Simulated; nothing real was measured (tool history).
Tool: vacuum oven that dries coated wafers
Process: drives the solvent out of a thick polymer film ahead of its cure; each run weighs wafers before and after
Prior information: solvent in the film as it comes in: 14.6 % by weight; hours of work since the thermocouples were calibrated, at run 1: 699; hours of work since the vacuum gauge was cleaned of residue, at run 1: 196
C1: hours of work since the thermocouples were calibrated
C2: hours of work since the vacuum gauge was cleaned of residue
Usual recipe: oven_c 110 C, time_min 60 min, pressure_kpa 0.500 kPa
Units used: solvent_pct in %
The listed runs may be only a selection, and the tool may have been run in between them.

Run 1, day 0.000: usual settings; C1 699; C2 196. Result: solvent_pct 1.03 %.
Run 2, day 0.379: usual settings but time_min 99 min; C1 703; C2 200. Result: solvent_pct 0.32 %.
Run 3, day 0.646: usual settings but oven_c 124 C; C1 706; C2 203. Result: solvent_pct 0.34 %.
Run 4, day 1.167: usual settings but oven_c 124 C; C1 711; C2 208. Result: solvent_pct 0.31 %.
Run 5, day 1.608: usual settings but oven_c 124 C; C1 716; C2 213. Result: solvent_pct 0.33 %.
Run 6, day 2.108: usual settings but oven_c 111 C; C1 721; C2 218. Result: solvent_pct 0.99 %.
Run 7, day 2.600: usual settings but oven_c 111 C, pressure_kpa 0.584 kPa; C1 726; C2 223. Result: solvent_pct 0.99 %.
Run 8, day 3.154: usual settings but oven_c 117 C; C1 732; C2 228. Result: solvent_pct 0.58 %.
Run 9, day 3.583: usual settings but oven_c 117 C; C1 736; C2 233. Result: solvent_pct 0.57 %.
Run 10, day 4.129: usual settings but oven_c 117 C; C1 742; C2 238. Result: solvent_pct 0.61 %.
Run 11, day 4.546: usual settings but oven_c 117 C; C1 746; C2 243. Result: solvent_pct 0.57 %.
Run 12, day 4.867: usual settings; C1 749; C2 246. Result: solvent_pct 1.10 %.
At day 4.967: vacuum gauge cleaned of residue and calibrated.
Run 13, day 5.317: usual settings; C1 753; C2 4. Result: solvent_pct 1.06 %.
Run 14, day 5.638: usual settings but time_min 46 min, pressure_kpa 0.312 kPa; C1 757; C2 7. Result: solvent_pct 1.75 %.
Run 15, day 5.996: usual settings but time_min 61 min, pressure_kpa 0.480 kPa; C1 760; C2 11. Result: solvent_pct 1.02 %.
Run 16, day 6.233: usual settings but time_min 34 min, pressure_kpa 0.480 kPa; C1 763; C2 13. Result: solvent_pct 2.91 %.
At day 6.338: vacuum gauge cleaned of residue and calibrated, once more.
Run 17, day 6.608: usual settings but oven_c 101 C, time_min 46 min, pressure_kpa 0.346 kPa; C1 766; C2 3. Result: solvent_pct 2.93 %.
Run 18, day 7.121: usual settings but oven_c 101 C, time_min 46 min, pressure_kpa 0.346 kPa; C1 771; C2 8. Result: solvent_pct 2.91 %.
Run 19, day 7.446: usual settings but oven_c 115 C, time_min 68 min, pressure_kpa 0.490 kPa; C1 775; C2 11. Result: solvent_pct 0.48 %.
Run 20, day 7.921: usual settings but oven_c 115 C, time_min 68 min, pressure_kpa 0.490 kPa; C1 779; C2 16. Result: solvent_pct 0.45 %.
Run 21, day 8.208: usual settings but oven_c 124 C, time_min 49 min, pressure_kpa 1.716 kPa; C1 782; C2 19. Result: solvent_pct 0.70 %.
Run 22, day 8.554: usual settings but oven_c 124 C, time_min 91 min, pressure_kpa 1.716 kPa; C1 786; C2 23. Result: solvent_pct 0.31 %.
Run 23, day 8.871: usual settings but oven_c 124 C, time_min 91 min, pressure_kpa 1.716 kPa; C1 789; C2 26. Result: solvent_pct 0.34 %.
Run 24, day 9.362: usual settings but oven_c 109 C, pressure_kpa 1.548 kPa; C1 794; C2 31. Result: solvent_pct 1.39 %.
Run 25, day 9.829: usual settings but oven_c 121 C, time_min 107 min, pressure_kpa 1.243 kPa; C1 799; C2 36. Result: solvent_pct 0.21 %.
Run 26, day 10.133: usual settings but pressure_kpa 1.226 kPa; C1 802; C2 39. Result: solvent_pct 1.25 %.

Take each entry between the runs: how does the hidden state at the last listed run before it differ from the hidden state at the first listed run after it?
Runs 12 to 13: vacuum gauge cleaned of residue and calibrated (day 4.967)
  true wafer temperature over the reading, C: 1.85 -> 1.86; true pressure over the reading, kPa: 0.132 -> 0.173
  the result without the hidden state subtracted from the measured one, solvent_pct: -0.13 -> -0.13 %
Runs 16 to 17: vacuum gauge cleaned of residue and calibrated, once more (day 6.338)
  true wafer temperature over the reading, C: 1.87 -> 1.88; true pressure over the reading, kPa: 0.177 -> -0.012
  the result without the hidden state subtracted from the measured one, solvent_pct: -0.23 -> -0.29 %
